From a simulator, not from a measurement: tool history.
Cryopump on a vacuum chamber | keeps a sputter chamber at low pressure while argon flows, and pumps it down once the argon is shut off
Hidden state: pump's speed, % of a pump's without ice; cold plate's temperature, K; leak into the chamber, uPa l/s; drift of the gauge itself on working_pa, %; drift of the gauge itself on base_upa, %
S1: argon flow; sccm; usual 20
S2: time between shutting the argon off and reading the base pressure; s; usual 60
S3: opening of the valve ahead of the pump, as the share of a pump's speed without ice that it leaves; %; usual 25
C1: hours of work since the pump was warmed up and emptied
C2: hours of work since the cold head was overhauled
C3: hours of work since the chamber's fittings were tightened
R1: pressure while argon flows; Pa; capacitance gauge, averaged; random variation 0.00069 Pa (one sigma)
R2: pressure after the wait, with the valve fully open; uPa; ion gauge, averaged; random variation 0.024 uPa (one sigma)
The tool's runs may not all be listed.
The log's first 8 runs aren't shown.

{"run": 9, "hour": 404.7, "S1": 20, "S2": 34, "S3": 25, "C1": 231, "C2": 1424, "C3": 1219, "R1": 0.1209, "R2": 2.88}
{"run": 10, "hour": 474.6, "S1": 20, "S2": 237, "S3": 25, "C1": 265, "C2": 1459, "C3": 1253, "R1": 0.1217, "R2": 2.03}
{"run": 11, "hour": 520.5, "S1": 20, "S2": 237, "S3": 25, "C1": 287, "C2": 1481, "C3": 1276, "R1": 0.1228, "R2": 2.05}
{"run": 12, "hour": 583.6, "S1": 20, "S2": 39, "S3": 25, "C1": 318, "C2": 1512, "C3": 1307, "R1": 0.1233, "R2": 2.92}
{"run": 13, "hour": 644.3, "S1": 20, "S2": 39, "S3": 25, "C1": 348, "C2": 1542, "C3": 1336, "R1": 0.122, "R2": 2.86}
{"run": 14, "hour": 706.5, "S1": 20, "S2": 60, "S3": 25, "C1": 379, "C2": 1572, "C3": 1367, "R1": 0.123, "R2": 2.6}
{"run": 15, "hour": 756.4, "S1": 20, "S2": 60, "S3": 25, "C1": 403, "C2": 1597, "C3": 1391, "R1": 0.1228, "R2": 2.69}
{"run": 16, "hour": 796.3, "S1": 20, "S2": 60, "S3": 25, "C1": 423, "C2": 1616, "C3": 1411, "R1": 0.1225, "R2": 2.77}
{"run": 17, "hour": 864.7, "S1": 11, "S2": 60, "S3": 50, "C1": 456, "C2": 1650, "C3": 1444, "R1": 0.0349, "R2": 2.85}
{"run": 18, "hour": 931.7, "S1": 11, "S2": 60, "S3": 50, "C1": 489, "C2": 1683, "C3": 1477, "R1": 0.0359, "R2": 2.86}
{"run": 19, "hour": 1005.8, "S1": 11, "S2": 60, "S3": 50, "C1": 525, "C2": 1719, "C3": 1514, "R1": 0.0352, "R2": 2.88}
{"run": 20, "hour": 1060.9, "S1": 11, "S2": 60, "S3": 50, "C1": 552, "C2": 1746, "C3": 1541, "R1": 0.0359, "R2": 2.98}
{"run": 21, "hour": 1119.2, "S1": 26, "S2": 71, "S3": 31, "C1": 581, "C2": 1775, "C3": 1569, "R1": 0.1311, "R2": 3.01}
{"run": 22, "hour": 1163.1, "S1": 26, "S2": 111, "S3": 19, "C1": 602, "C2": 1796, "C3": 1591, "R1": 0.2118, "R2": 2.76}
{"run": 23, "hour": 1198.7, "S1": 26, "S2": 111, "S3": 19, "C1": 620, "C2": 1814, "C3": 1608, "R1": 0.211, "R2": 2.81}
{"run": 24, "hour": 1258.9, "S1": 29, "S2": 30, "S3": 19, "C1": 649, "C2": 1843, "C3": 1638, "R1": 0.2362, "R2": 3.8}
{"run": 25, "hour": 1323.3, "S1": 17, "S2": 37, "S3": 38, "C1": 681, "C2": 1875, "C3": 1669, "R1": 0.0722, "R2": 3.69}
{"run": 26, "hour": 1375.4, "S1": 13, "S2": 21, "S3": 17, "C1": 707, "C2": 1900, "C3": 1695, "R1": 0.1179, "R2": 4.48}
{"run": 27, "hour": 1443.9, "S1": 37, "S2": 49, "S3": 40, "C1": 740, "C2": 1934, "C3": 1728, "R1": 0.1504, "R2": 3.41}
{"run": 28, "hour": 1481.3, "S1": 37, "S2": 148, "S3": 40, "C1": 759, "C2": 1952, "C3": 1747, "R1": 0.1502, "R2": 2.92}
{"run": 29, "hour": 1530.8, "S1": 37, "S2": 148, "S3": 40, "C1": 783, "C2": 1977, "C3": 1771, "R1": 0.1499, "R2": 3}
{"run": 30, "hour": 1580.3, "S1": 37, "S2": 148, "S3": 40, "C1": 807, "C2": 2001, "C3": 1795, "R1": 0.1516, "R2": 3.1}
{"run": 31, "hour": 1642.1, "S1": 37, "S2": 148, "S3": 40, "C1": 837, "C2": 2031, "C3": 1826, "R1": 0.1487, "R2": 3.17}

5 ways to go on from here, each from the tool as it stands after run 31. What would each give?
{"run": "A", "hour": 1680.3, "S1": 23, "S2": 148, "S3": 21, "C1": 856, "C2": 2050, "C3": 1844, "R1": "?", "R2": "?"}
{"run": "B", "hour": 1680.3, "S1": 37, "S2": 88, "S3": 24, "C1": 856, "C2": 2050, "C3": 1844, "R1": "?", "R2": "?"}
{"run": "C", "hour": 1680.3, "S1": 37, "S2": 148, "S3": 34, "C1": 856, "C2": 2050, "C3": 1844, "R1": "?", "R2": "?"}
{"run": "D", "hour": 1680.3, "S1": 30, "S2": 200, "S3": 40, "C1": 856, "C2": 2050, "C3": 1844, "R1": "?", "R2": "?"}
{"run": "E", "hour": 1680.3, "S1": 37, "S2": 25, "S3": 40, "C1": 856, "C2": 2050, "C3": 1844, "R1": "?", "R2": "?"}

run=A R1=0.173 R2=3.13
run=B R1=0.2445 R2=3.34
run=C R1=0.1767 R2=3.27
run=D R1=0.1228 R2=3.04
run=E R1=0.1514 R2=4.34
Without the tool's hidden state the same runs would have given:
run=A R1=0.1649 R2=0.49
run=B R1=0.2315 R2=0.68
run=C R1=0.1638 R2=0.54
run=D R1=0.1123 R2=0.44
run=E R1=0.1385 R2=1.7
